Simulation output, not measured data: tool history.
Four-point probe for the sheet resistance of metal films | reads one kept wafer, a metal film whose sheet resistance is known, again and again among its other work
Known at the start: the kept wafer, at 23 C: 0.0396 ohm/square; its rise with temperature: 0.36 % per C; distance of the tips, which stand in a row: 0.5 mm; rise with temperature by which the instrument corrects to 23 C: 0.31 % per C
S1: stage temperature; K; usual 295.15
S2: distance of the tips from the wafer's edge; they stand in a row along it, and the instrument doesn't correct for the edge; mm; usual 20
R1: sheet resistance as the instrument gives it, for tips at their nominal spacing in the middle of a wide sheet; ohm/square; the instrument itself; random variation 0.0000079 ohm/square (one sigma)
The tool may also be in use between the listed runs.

run	hour	S1	S2	R1
1	0	295.15	20	0.039438
2	15.2	295.15	20	0.039452
3	33.9	307.15	20	0.039634
4	49.2	307.15	20	0.039644
5	60.9	295.15	20	0.039439
6	77.8	295.15	20	0.039439
7	96.9	307.15	20	0.03962
8	116.5	307.15	20	0.039626
9	128.2	307.15	20	0.039611
10	137.1	307.15	20	0.039612
11	146.4	293.15	20	0.039367
12	165.8	293.15	20	0.03937
13	178.9	295.15	26	0.039395
14	190.5	296.15	26	0.0394
15	201.4	296.15	26	0.039408
16	215.9	295.15	20	0.039387
17	226.3	295.15	3	0.03997
18	240.5	295.15	3	0.03996
19	252.1	295.15	20	0.039391
20	260.3	295.15	20	0.039384
21	280.3	295.15	20	0.039377
22	299	295.15	20	0.039353
23	312.2	296.15	11	0.039416
24	326.3	296.15	11	0.039402
25	341.9	296.15	11	0.039408
26	351.9	296.15	14	0.039386
27	372.3	293.15	13	0.03933
28	387.6	292.15	5	0.039488
29	402.7	298.15	5	0.039584
30	422.1	294.15	65	0.0393
31	433.8	296.15	9	0.039407
32	448.3	296.15	9	0.039395
33	465.5	306.15	8	0.039563
34	484	306.15	8	0.039581
35	496.9	306.15	9	0.039538
36	506.4	302.15	35	0.039431
37	516.1	302.15	35	0.039399
38	534.5	296.15	67	0.039319
39	550.4	296.15	31	0.039306
40	559.4	305.15	55	0.039453
41	571.8	305.15	55	0.039446

Hidden state or all else? Some run-to-run changes of R1, split into what the settings, what came in and random variation would give without the hidden state, and what is left for the hidden state (with any gauge scatter that isn't in both results):
The hidden state here: inner tips' distance over the nominal, %; tips' flats over new ones', %; wafer's true temperature over the reading, C; drift of the gauge itself on sheet_ohm, %.
Run 6 -> 7: S1 295.15 -> 307.15. R1 +0.000181 ohm/square: hidden state -0.000007, all else +0.000188.
Run 11 -> 12: no setting changed, nothing entered. R1 +0.000003 ohm/square: hidden state -0.000006, all else +0.000009.
Run 16 -> 17: S2 20 -> 3. R1 +0.000583 ohm/square: hidden state -0.000006, all else +0.000589.
Run 18 -> 19: S2 3 -> 20. R1 -0.000569 ohm/square: hidden state +0, all else -0.000569.
Run 29 -> 30: S1 298.15 -> 294.15, S2 5 -> 65. R1 -0.000284 ohm/square: hidden state -0.000004, all else -0.00028.

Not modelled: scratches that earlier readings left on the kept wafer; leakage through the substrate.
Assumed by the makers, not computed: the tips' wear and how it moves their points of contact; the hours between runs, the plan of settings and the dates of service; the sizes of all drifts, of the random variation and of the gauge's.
